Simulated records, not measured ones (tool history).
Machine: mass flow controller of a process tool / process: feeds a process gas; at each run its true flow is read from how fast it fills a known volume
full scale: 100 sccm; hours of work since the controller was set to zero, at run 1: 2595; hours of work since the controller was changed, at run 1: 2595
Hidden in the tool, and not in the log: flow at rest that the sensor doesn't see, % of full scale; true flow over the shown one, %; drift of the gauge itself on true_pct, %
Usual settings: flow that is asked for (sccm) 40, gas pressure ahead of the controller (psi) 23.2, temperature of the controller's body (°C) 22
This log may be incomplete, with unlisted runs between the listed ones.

| run | hour | flow that is asked for (sccm) | gas pressure ahead of the controller (psi) | temperature of the controller's body (°C) | hours of work since the controller was set to zero | hours of work since the controller was changed | true flow (%) |
|---|---|---|---|---|---|---|---|
| 1 | 0.0 | 40 | 23.2 | 22 | 2595 | 2595 | 100.47 |
| 2 | 219.0 | 40 | 40.6 | 22 | 2695 | 2695 | 99.59 |
| 3 | 631.3 | 40 | 40.6 | 22 | 2883 | 2883 | 99.59 |
| 4 | 896.0 | 40 | 25.8 | 22 | 3003 | 3003 | 100.53 |
| 5 | 1125.2 | 40 | 23.2 | 30 | 3107 | 3107 | 100.49 |
| 6 | 1439.7 | 40 | 23.2 | 30 | 3251 | 3251 | 100.60 |
| 7 | 1737.8 | 40 | 37.0 | 22 | 3386 | 3386 | 100.08 |
| 8 | 2080.0 | 40 | 37.0 | 22 | 3542 | 3542 | 100.05 |
| 9 | 2365.9 | 40 | 37.0 | 28 | 3672 | 3672 | 99.87 |
| 10 | 2778.7 | 40 | 37.0 | 28 | 3860 | 3860 | 99.98 |
| 11 | 3121.5 | 94 | 37.0 | 28 | 4016 | 4016 | 99.42 |
| 12 | 3561.7 | 40 | 29.7 | 22 | 4217 | 4217 | 100.69 |
| 13 | 3912.9 | 27 | 23.2 | 22 | 4377 | 4377 | 102.14 |
|  | 3958.9 | controller's zero set anew |
| 14 | 4288.7 | 40 | 21.9 | 32 | 150 | 4547 | 101.59 |
| 15 | 4519.1 | 40 | 21.9 | 32 | 255 | 4652 | 101.57 |
| 16 | 4866.8 | 40 | 21.9 | 32 | 413 | 4811 | 101.35 |
| 17 | 5188.4 | 40 | 21.9 | 23 | 560 | 4957 | 101.77 |
| 18 | 5592.7 | 40 | 21.9 | 23 | 744 | 5141 | 101.95 |
| 19 | 5905.3 | 40 | 21.9 | 23 | 886 | 5283 | 101.91 |
| 20 | 6144.4 | 28 | 26.8 | 22 | 995 | 5392 | 103.21 |
|  | 6177.6 | controller's zero set anew, once more |
| 21 | 6519.6 | 50 | 40.5 | 25 | 156 | 5563 | 97.89 |
| 22 | 6914.7 | 50 | 40.5 | 25 | 336 | 5743 | 97.82 |
| 23 | 7324.8 | 50 | 40.5 | 25 | 522 | 5929 | 97.97 |
| 24 | 7671.1 | 14 | 40.5 | 25 | 680 | 6087 | 98.42 |
| 25 | 8074.3 | 14 | 40.5 | 28 | 863 | 6271 | 98.35 |

Describe how what the log doesn't record of the tool's condition differs between the last listed run preceding each entry between runs and the first listed run following it.
From run 13 to run 14: controller's zero set anew (hour 3958.9)
  flow at rest that the sensor doesn't see, % of full scale: 0.914 -> 1.157; true flow over the shown one, %: -0.89 -> -0.91
  measured minus no-state result, true flow (%): +2.50 -> +1.99
From run 20 to run 21: controller's zero set anew, once more (hour 6177.6)
  flow at rest that the sensor doesn't see, % of full scale: 1.315 -> 0.047; true flow over the shown one, %: -1.04 -> -1.07
  measured minus no-state result, true flow (%): +3.67 -> -0.97
